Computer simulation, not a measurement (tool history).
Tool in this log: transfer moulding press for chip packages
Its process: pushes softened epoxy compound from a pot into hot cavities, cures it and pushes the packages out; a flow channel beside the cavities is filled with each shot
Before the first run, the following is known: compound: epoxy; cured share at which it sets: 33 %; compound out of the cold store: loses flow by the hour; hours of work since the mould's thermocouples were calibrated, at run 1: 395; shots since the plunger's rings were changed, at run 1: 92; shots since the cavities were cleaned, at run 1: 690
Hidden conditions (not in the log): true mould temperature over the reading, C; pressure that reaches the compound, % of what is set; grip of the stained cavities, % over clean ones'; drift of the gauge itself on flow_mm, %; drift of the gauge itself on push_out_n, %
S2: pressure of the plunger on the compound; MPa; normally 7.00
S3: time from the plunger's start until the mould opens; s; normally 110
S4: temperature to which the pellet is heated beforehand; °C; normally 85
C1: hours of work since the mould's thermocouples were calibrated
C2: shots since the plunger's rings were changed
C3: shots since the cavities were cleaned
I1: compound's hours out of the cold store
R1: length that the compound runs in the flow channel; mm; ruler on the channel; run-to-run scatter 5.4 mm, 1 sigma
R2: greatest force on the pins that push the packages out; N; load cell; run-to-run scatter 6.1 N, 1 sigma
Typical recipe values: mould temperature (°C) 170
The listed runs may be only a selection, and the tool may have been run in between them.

{"run": 1, "day": 0.0, "mould temperature (°C)": 170, "S2": 7.0, "S3": 110, "S4": 85, "C1": 395, "C2": 92, "C3": 690, "I1": 28.6, "R1": 919, "R2": 362}
{"run": 2, "day": 1.983, "mould temperature (°C)": 170, "S2": 7.0, "S3": 110, "S4": 85, "C1": 420, "C2": 491, "C3": 1089, "I1": 25.5, "R1": 927, "R2": 368}
{"day": 2.583, "done": "cavities cleaned with cleaning compound and waxed"}
{"run": 3, "day": 3.133, "mould temperature (°C)": 170, "S2": 7.0, "S3": 110, "S4": 85, "C1": 434, "C2": 709, "C3": 110, "I1": 41.9, "R1": 853, "R2": 272}
{"run": 4, "day": 5.25, "mould temperature (°C)": 170, "S2": 7.0, "S3": 110, "S4": 85, "C1": 462, "C2": 1135, "C3": 536, "I1": 11.0, "R1": 995, "R2": 370}
{"run": 5, "day": 7.488, "mould temperature (°C)": 170, "S2": 7.0, "S3": 110, "S4": 85, "C1": 491, "C2": 1585, "C3": 986, "I1": 17.9, "R1": 945, "R2": 388}
{"day": 8.65, "done": "cavities cleaned with cleaning compound and waxed"}
{"run": 6, "day": 9.842, "mould temperature (°C)": 173, "S2": 7.0, "S3": 110, "S4": 85, "C1": 520, "C2": 2046, "C3": 240, "I1": 22.6, "R1": 899, "R2": 267}
{"run": 7, "day": 10.904, "mould temperature (°C)": 173, "S2": 7.0, "S3": 110, "S4": 85, "C1": 534, "C2": 2260, "C3": 454, "I1": 38.1, "R1": 818, "R2": 301}
{"run": 8, "day": 13.446, "mould temperature (°C)": 173, "S2": 7.0, "S3": 110, "S4": 85, "C1": 567, "C2": 2771, "C3": 965, "I1": 47.3, "R1": 775, "R2": 323}
{"day": 14.85, "done": "cavities cleaned with cleaning compound and waxed"}
{"run": 9, "day": 15.171, "mould temperature (°C)": 173, "S2": 7.0, "S3": 110, "S4": 85, "C1": 588, "C2": 3105, "C3": 64, "I1": 10.8, "R1": 949, "R2": 252}
{"run": 10, "day": 17.254, "mould temperature (°C)": 170, "S2": 7.0, "S3": 110, "S4": 85, "C1": 615, "C2": 3525, "C3": 484, "I1": 18.7, "R1": 924, "R2": 390}
{"run": 11, "day": 18.992, "mould temperature (°C)": 170, "S2": 7.0, "S3": 110, "S4": 85, "C1": 637, "C2": 3874, "C3": 833, "I1": 13.9, "R1": 931, "R2": 416}
{"run": 12, "day": 20.2, "mould temperature (°C)": 170, "S2": 7.0, "S3": 110, "S4": 93, "C1": 653, "C2": 4117, "C3": 1076, "I1": 16.3, "R1": 912, "R2": 386}
{"day": 21.042, "done": "mould's thermocouples calibrated"}
{"day": 21.104, "done": "cavities cleaned with cleaning compound and waxed"}
{"run": 13, "day": 22.738, "mould temperature (°C)": 170, "S2": 7.0, "S3": 110, "S4": 93, "C1": 21, "C2": 4598, "C3": 329, "I1": 35.4, "R1": 805, "R2": 305}
{"run": 14, "day": 24.317, "mould temperature (°C)": 170, "S2": 7.0, "S3": 110, "S4": 85, "C1": 41, "C2": 4915, "C3": 646, "I1": 17.4, "R1": 899, "R2": 379}
{"run": 15, "day": 25.612, "mould temperature (°C)": 170, "S2": 7.0, "S3": 110, "S4": 85, "C1": 58, "C2": 5176, "C3": 907, "I1": 26.4, "R1": 842, "R2": 372}
{"day": 26.967, "done": "plunger's sealing rings changed"}
{"day": 27.312, "done": "cavities cleaned with cleaning compound and waxed"}
{"run": 16, "day": 27.342, "mould temperature (°C)": 170, "S2": 7.0, "S3": 98, "S4": 85, "C1": 78, "C2": 63, "C3": 6, "I1": 42.3, "R1": 850, "R2": 291}
{"run": 17, "day": 28.529, "mould temperature (°C)": 172, "S2": 5.78, "S3": 115, "S4": 84, "C1": 94, "C2": 301, "C3": 244, "I1": 40.8, "R1": 779, "R2": 266}
{"run": 18, "day": 30.267, "mould temperature (°C)": 170, "S2": 6.2, "S3": 131, "S4": 85, "C1": 116, "C2": 651, "C3": 594, "I1": 23.1, "R1": 892, "R2": 302}
{"run": 19, "day": 31.65, "mould temperature (°C)": 163, "S2": 6.86, "S3": 133, "S4": 87, "C1": 134, "C2": 929, "C3": 872, "I1": 21.3, "R1": 963, "R2": 381}
{"day": 33.492, "done": "cavities cleaned with cleaning compound and waxed"}
{"run": 20, "day": 33.712, "mould temperature (°C)": 170, "S2": 7.0, "S3": 110, "S4": 88, "C1": 160, "C2": 1331, "C3": 44, "I1": 26.5, "R1": 912, "R2": 260}
{"run": 21, "day": 36.208, "mould temperature (°C)": 170, "S2": 8.77, "S3": 110, "S4": 80, "C1": 192, "C2": 1833, "C3": 546, "I1": 38.7, "R1": 945, "R2": 349}
{"run": 22, "day": 38.408, "mould temperature (°C)": 171, "S2": 7.38, "S3": 106, "S4": 83, "C1": 220, "C2": 2275, "C3": 988, "I1": 21.3, "R1": 944, "R2": 400}
{"day": 39.588, "done": "cavities cleaned with cleaning compound and waxed"}
{"run": 23, "day": 40.692, "mould temperature (°C)": 174, "S2": 7.0, "S3": 121, "S4": 77, "C1": 249, "C2": 2722, "C3": 222, "I1": 25.0, "R1": 881, "R2": 247}
{"run": 24, "day": 43.221, "mould temperature (°C)": 170, "S2": 7.86, "S3": 121, "S4": 85, "C1": 281, "C2": 3231, "C3": 731, "I1": 37.2, "R1": 894, "R2": 312}
{"run": 25, "day": 45.342, "mould temperature (°C)": 174, "S2": 6.29, "S3": 121, "S4": 92, "C1": 309, "C2": 3658, "C3": 1158, "I1": 36.8, "R1": 756, "R2": 296}
{"day": 45.612, "done": "cavities cleaned with cleaning compound and waxed"}
{"run": 26, "day": 46.508, "mould temperature (°C)": 174, "S2": 6.29, "S3": 121, "S4": 92, "C1": 323, "C2": 3879, "C3": 179, "I1": 41.8, "R1": 745, "R2": 232}
{"run": 27, "day": 48.412, "mould temperature (°C)": 174, "S2": 6.29, "S3": 121, "S4": 92, "C1": 348, "C2": 4262, "C3": 562, "I1": 30.3, "R1": 791, "R2": 283}

Each row is a separate what-if for the run after 27, all from the same tool condition, not one after another. Results?
{"run": "A", "day": 50.517, "mould temperature (°C)": 170, "S2": 7.0, "S3": 120, "S4": 85, "C1": 375, "C2": 4686, "C3": 986, "I1": 44.0, "R1": "?", "R2": "?"}
{"run": "B", "day": 50.517, "mould temperature (°C)": 170, "S2": 7.0, "S3": 135, "S4": 85, "C1": 375, "C2": 4686, "C3": 986, "I1": 22.1, "R1": "?", "R2": "?"}
{"run": "C", "day": 50.517, "mould temperature (°C)": 163, "S2": 6.29, "S3": 133, "S4": 92, "C1": 375, "C2": 4686, "C3": 986, "I1": 15.9, "R1": "?", "R2": "?"}

run=A R1=767 R2=322
run=B R1=875 R2=300
run=C R1=881 R2=404
Stripped of hidden state, with their random variation kept, the same runs would have yielded:
run=A R1=836 R2=203
run=B R1=954 R2=192
run=C R1=959 R2=255
